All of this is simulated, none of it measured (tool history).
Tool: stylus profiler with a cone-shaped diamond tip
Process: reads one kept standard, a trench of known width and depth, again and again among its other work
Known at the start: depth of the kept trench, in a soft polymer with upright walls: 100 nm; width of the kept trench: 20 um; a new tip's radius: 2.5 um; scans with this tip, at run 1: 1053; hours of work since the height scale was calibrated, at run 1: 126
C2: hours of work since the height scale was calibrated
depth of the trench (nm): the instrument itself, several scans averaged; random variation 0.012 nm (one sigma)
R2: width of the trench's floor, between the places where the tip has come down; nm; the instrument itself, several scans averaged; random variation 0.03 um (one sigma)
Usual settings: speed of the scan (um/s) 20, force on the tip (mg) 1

{"run": 1, "hour": 0.0, "speed of the scan (um/s)": 20, "force on the tip (mg)": 1, "scans with this tip": 1053, "C2": 126, "depth of the trench (nm)": 100.55, "R2": 18410}
{"run": 2, "hour": 11.1, "speed of the scan (um/s)": 61, "force on the tip (mg)": 1, "scans with this tip": 1100, "C2": 131, "depth of the trench (nm)": 100.54, "R2": 18180}
{"run": 3, "hour": 24.9, "speed of the scan (um/s)": 20, "force on the tip (mg)": 0.92, "scans with this tip": 1158, "C2": 138, "depth of the trench (nm)": 100.52, "R2": 18380}
{"run": 4, "hour": 36.5, "speed of the scan (um/s)": 20, "force on the tip (mg)": 0.92, "scans with this tip": 1207, "C2": 144, "depth of the trench (nm)": 100.53, "R2": 18460}
{"run": 5, "hour": 46.5, "speed of the scan (um/s)": 20, "force on the tip (mg)": 0.92, "scans with this tip": 1249, "C2": 149, "depth of the trench (nm)": 100.54, "R2": 18400}
{"run": 6, "hour": 57.6, "speed of the scan (um/s)": 20, "force on the tip (mg)": 1, "scans with this tip": 1296, "C2": 155, "depth of the trench (nm)": 100.56, "R2": 18470}
{"run": 7, "hour": 71.6, "speed of the scan (um/s)": 20, "force on the tip (mg)": 1, "scans with this tip": 1355, "C2": 162, "depth of the trench (nm)": 100.55, "R2": 18460}
{"run": 8, "hour": 87.1, "speed of the scan (um/s)": 20, "force on the tip (mg)": 1, "scans with this tip": 1420, "C2": 169, "depth of the trench (nm)": 100.56, "R2": 18470}
{"run": 9, "hour": 99.1, "speed of the scan (um/s)": 20, "force on the tip (mg)": 1.65, "scans with this tip": 1471, "C2": 176, "depth of the trench (nm)": 100.79, "R2": 18450}
{"run": 10, "hour": 108.1, "speed of the scan (um/s)": 20, "force on the tip (mg)": 1.65, "scans with this tip": 1509, "C2": 180, "depth of the trench (nm)": 100.79, "R2": 18470}
{"run": 11, "hour": 119.1, "speed of the scan (um/s)": 20, "force on the tip (mg)": 1, "scans with this tip": 1555, "C2": 186, "depth of the trench (nm)": 100.54, "R2": 18430}
{"run": 12, "hour": 129.3, "speed of the scan (um/s)": 20, "force on the tip (mg)": 1, "scans with this tip": 1598, "C2": 191, "depth of the trench (nm)": 100.56, "R2": 18420}
{"run": 13, "hour": 136.6, "speed of the scan (um/s)": 20, "force on the tip (mg)": 1, "scans with this tip": 1629, "C2": 194, "depth of the trench (nm)": 100.56, "R2": 18430}
{"run": 14, "hour": 147.9, "speed of the scan (um/s)": 80, "force on the tip (mg)": 1, "scans with this tip": 1677, "C2": 200, "depth of the trench (nm)": 100.56, "R2": 18080}
{"run": 15, "hour": 155.4, "speed of the scan (um/s)": 80, "force on the tip (mg)": 0.88, "scans with this tip": 1709, "C2": 204, "depth of the trench (nm)": 100.52, "R2": 18090}
{"run": 16, "hour": 162.3, "speed of the scan (um/s)": 80, "force on the tip (mg)": 0.88, "scans with this tip": 1737, "C2": 207, "depth of the trench (nm)": 100.52, "R2": 18070}
{"run": 17, "hour": 174.4, "speed of the scan (um/s)": 80, "force on the tip (mg)": 0.88, "scans with this tip": 1788, "C2": 213, "depth of the trench (nm)": 100.52, "R2": 18110}
{"run": 18, "hour": 186.2, "speed of the scan (um/s)": 80, "force on the tip (mg)": 0.88, "scans with this tip": 1838, "C2": 219, "depth of the trench (nm)": 100.53, "R2": 18030}
{"run": 19, "hour": 201.6, "speed of the scan (um/s)": 20, "force on the tip (mg)": 1.16, "scans with this tip": 1903, "C2": 227, "depth of the trench (nm)": 100.62, "R2": 18380}
{"run": 20, "hour": 216.3, "speed of the scan (um/s)": 20, "force on the tip (mg)": 1.16, "scans with this tip": 1965, "C2": 234, "depth of the trench (nm)": 100.62, "R2": 18480}
{"run": 21, "hour": 231.9, "speed of the scan (um/s)": 20, "force on the tip (mg)": 1, "scans with this tip": 2031, "C2": 242, "depth of the trench (nm)": 100.57, "R2": 18430}
{"run": 22, "hour": 245.4, "speed of the scan (um/s)": 20, "force on the tip (mg)": 1, "scans with this tip": 2088, "C2": 249, "depth of the trench (nm)": 100.56, "R2": 18410}
{"run": 23, "hour": 255.9, "speed of the scan (um/s)": 74, "force on the tip (mg)": 0.78, "scans with this tip": 2132, "C2": 254, "depth of the trench (nm)": 100.47, "R2": 18020}
{"run": 24, "hour": 266.8, "speed of the scan (um/s)": 74, "force on the tip (mg)": 0.78, "scans with this tip": 2178, "C2": 260, "depth of the trench (nm)": 100.5, "R2": 18050}
{"run": 25, "hour": 279.4, "speed of the scan (um/s)": 74, "force on the tip (mg)": 0.78, "scans with this tip": 2231, "C2": 266, "depth of the trench (nm)": 100.47, "R2": 18070}
{"run": 26, "hour": 288.1, "speed of the scan (um/s)": 70, "force on the tip (mg)": 0.34, "scans with this tip": 2268, "C2": 271, "depth of the trench (nm)": 100.29, "R2": 17810}
{"run": 27, "hour": 302.3, "speed of the scan (um/s)": 16, "force on the tip (mg)": 2.1, "scans with this tip": 2328, "C2": 278, "depth of the trench (nm)": 100.96, "R2": 18460}
{"run": 28, "hour": 309.0, "speed of the scan (um/s)": 6, "force on the tip (mg)": 0.38, "scans with this tip": 2356, "C2": 281, "depth of the trench (nm)": 100.29, "R2": 18510}
{"run": 29, "hour": 322.4, "speed of the scan (um/s)": 6, "force on the tip (mg)": 2.28, "scans with this tip": 2412, "C2": 288, "depth of the trench (nm)": 100.96, "R2": 18450}
{"run": 30, "hour": 329.3, "speed of the scan (um/s)": 6, "force on the tip (mg)": 2.28, "scans with this tip": 2441, "C2": 291, "depth of the trench (nm)": 100.98, "R2": 18480}
{"run": 31, "hour": 342.3, "speed of the scan (um/s)": 6, "force on the tip (mg)": 2.28, "scans with this tip": 2496, "C2": 298, "depth of the trench (nm)": 101.01, "R2": 18490}
{"run": 32, "hour": 351.0, "speed of the scan (um/s)": 6, "force on the tip (mg)": 2.28, "scans with this tip": 2533, "C2": 302, "depth of the trench (nm)": 100.99, "R2": 18520}
{"run": 33, "hour": 358.6, "speed of the scan (um/s)": 7, "force on the tip (mg)": 1, "scans with this tip": 2565, "C2": 306, "depth of the trench (nm)": 100.56, "R2": 18490}
{"run": 34, "hour": 373.9, "speed of the scan (um/s)": 7, "force on the tip (mg)": 1, "scans with this tip": 2630, "C2": 314, "depth of the trench (nm)": 100.59, "R2": 18520}
{"run": 35, "hour": 385.1, "speed of the scan (um/s)": 9, "force on the tip (mg)": 0.48, "scans with this tip": 2677, "C2": 319, "depth of the trench (nm)": 100.38, "R2": 18360}
{"run": 36, "hour": 398.2, "speed of the scan (um/s)": 36, "force on the tip (mg)": 0.51, "scans with this tip": 2732, "C2": 326, "depth of the trench (nm)": 100.38, "R2": 18250}
{"run": 37, "hour": 409.5, "speed of the scan (um/s)": 57, "force on the tip (mg)": 0.46, "scans with this tip": 2779, "C2": 332, "depth of the trench (nm)": 100.39, "R2": 18060}
{"run": 38, "hour": 422.6, "speed of the scan (um/s)": 20, "force on the tip (mg)": 1.59, "scans with this tip": 2835, "C2": 338, "depth of the trench (nm)": 100.8, "R2": 18430}
{"run": 39, "hour": 429.8, "speed of the scan (um/s)": 11, "force on the tip (mg)": 2.58, "scans with this tip": 2865, "C2": 342, "depth of the trench (nm)": 101.09, "R2": 18480}
{"run": 40, "hour": 440.3, "speed of the scan (um/s)": 15, "force on the tip (mg)": 0.39, "scans with this tip": 2909, "C2": 347, "depth of the trench (nm)": 100.33, "R2": 18440}
{"run": 41, "hour": 455.2, "speed of the scan (um/s)": 23, "force on the tip (mg)": 1.17, "scans with this tip": 2972, "C2": 355, "depth of the trench (nm)": 100.65, "R2": 18440}
{"run": 42, "hour": 469.3, "speed of the scan (um/s)": 23, "force on the tip (mg)": 1.17, "scans with this tip": 3031, "C2": 362, "depth of the trench (nm)": 100.66, "R2": 18330}

Some steps in depth of the trench (nm) between neighbouring runs. How much of each would the tool show without its hidden state too (settings, what came in, random variation), and how much is left for the hidden state, with any gauge scatter that isn't in both results?
The hidden state here: radius of the tip, um; height scale over the true one, %; drift of the gauge itself on depth_nm, %; drift of the gauge itself on floor_um, %.
Run 2 -> 3: speed of the scan (um/s) 61 -> 20, force on the tip (mg) 1 -> 0.92. depth of the trench (nm) -0.02: hidden state +0.01, all else -0.03.
Run 3 -> 4: no setting changed, nothing entered. depth of the trench (nm) +0.01: hidden state -0.01, all else +0.02.
Run 4 -> 5: no setting changed, nothing entered. depth of the trench (nm) +0.01: hidden state +0.01, all else +0.
Run 26 -> 27: speed of the scan (um/s) 70 -> 16, force on the tip (mg) 0.34 -> 2.1. depth of the trench (nm) +0.67: hidden state +0, all else +0.67.
Run 27 -> 28: speed of the scan (um/s) 16 -> 6, force on the tip (mg) 2.1 -> 0.38. depth of the trench (nm) -0.67: hidden state +0, all else -0.67.
Run 39 -> 40: speed of the scan (um/s) 11 -> 15, force on the tip (mg) 2.58 -> 0.39. depth of the trench (nm) -0.76: hidden state +0, all else -0.76.
